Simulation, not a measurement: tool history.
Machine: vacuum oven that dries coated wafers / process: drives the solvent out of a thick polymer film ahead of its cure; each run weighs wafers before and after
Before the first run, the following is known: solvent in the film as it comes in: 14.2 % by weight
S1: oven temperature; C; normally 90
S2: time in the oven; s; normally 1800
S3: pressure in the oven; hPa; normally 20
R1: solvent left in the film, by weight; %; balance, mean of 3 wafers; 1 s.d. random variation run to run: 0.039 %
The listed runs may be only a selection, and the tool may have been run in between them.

Run 1, hour 0: usual settings. Result: R1 2.62 %.
Run 2, hour 21.9: usual settings. Result: R1 2.6 %.
Run 3, hour 43.9: usual settings but S1 99 C. Result: R1 1.51 %.
Run 4, hour 54.8: usual settings but S1 89 C. Result: R1 2.82 %.
Run 5, hour 73.1: usual settings but S1 89 C. Result: R1 2.85 %.
Run 6, hour 86.1: usual settings but S1 89 C. Result: R1 2.71 %.
Run 7, hour 98.4: usual settings but S1 89 C, S3 45.1 hPa. Result: R1 5.12 %.
Run 8, hour 112.3: usual settings but S3 17 hPa. Result: R1 2.28 %.
Run 9, hour 125.3: usual settings but S1 92 C. Result: R1 2.31 %.
Run 10, hour 146.7: usual settings but S1 92 C. Result: R1 2.29 %.
Run 11, hour 157.5: usual settings but S1 92 C, S2 1320 s. Result: R1 2.89 %.
Run 12, hour 169.5: usual settings but S1 92 C, S2 1320 s. Result: R1 2.93 %.
Run 13, hour 183.1: usual settings but S1 92 C, S2 1320 s. Result: R1 2.91 %.
Run 14, hour 196.3: usual settings but S1 92 C, S2 1320 s. Result: R1 2.88 %.
Run 15, hour 209.6: usual settings but S1 92 C, S2 1320 s. Result: R1 2.91 %.
Run 16, hour 219.6: usual settings but S2 2820 s, S3 10.6 hPa. Result: R1 1.25 %.
Run 17, hour 240.4: usual settings but S1 79 C, S2 1080 s, S3 51.1 hPa. Result: R1 10 %.
Run 18, hour 256.2: usual settings but S1 79 C, S2 1080 s, S3 24 hPa. Result: R1 7.19 %.
Run 19, hour 268.3: usual settings but S1 79 C, S2 1080 s, S3 24 hPa. Result: R1 7.29 %.
At hour 271.5: oven's thermocouples calibrated.
Run 20, hour 292.9: usual settings but S1 95 C, S2 2280 s, S3 20.8 hPa. Result: R1 1.7 %.
Run 21, hour 316: usual settings but S1 86 C, S3 28.2 hPa. Result: R1 4.01 %.
Run 22, hour 326.4: usual settings but S1 99 C, S3 32.4 hPa. Result: R1 2.3 %.
Run 23, hour 345.2: usual settings but S1 82 C, S2 1140 s, S3 32.4 hPa. Result: R1 6.68 %.
Run 24, hour 368.8: usual settings but S1 95 C, S2 2880 s, S3 75.8 hPa. Result: R1 5.92 %.
Run 25, hour 382: usual settings but S1 80 C, S2 1080 s, S3 13.3 hPa. Result: R1 5.57 %.
Run 26, hour 398: usual settings but S1 94 C, S2 3120 s, S3 26.6 hPa. Result: R1 2.12 %.
Run 27, hour 417.8: usual settings but S1 91 C, S2 2160 s, S3 12.3 hPa. Result: R1 1.41 %.
Run 28, hour 440.2: usual settings but S1 105 C, S2 1200 s. Result: R1 1.24 %.

Expected results for the next run?
Run 29, hour 451.4: usual settings but S1 105 C, S2 1200 s. Result: R1 ?.

R1: 1.23 %
Minus the tool's unlogged condition, the same run would have read R1 1.19 %.

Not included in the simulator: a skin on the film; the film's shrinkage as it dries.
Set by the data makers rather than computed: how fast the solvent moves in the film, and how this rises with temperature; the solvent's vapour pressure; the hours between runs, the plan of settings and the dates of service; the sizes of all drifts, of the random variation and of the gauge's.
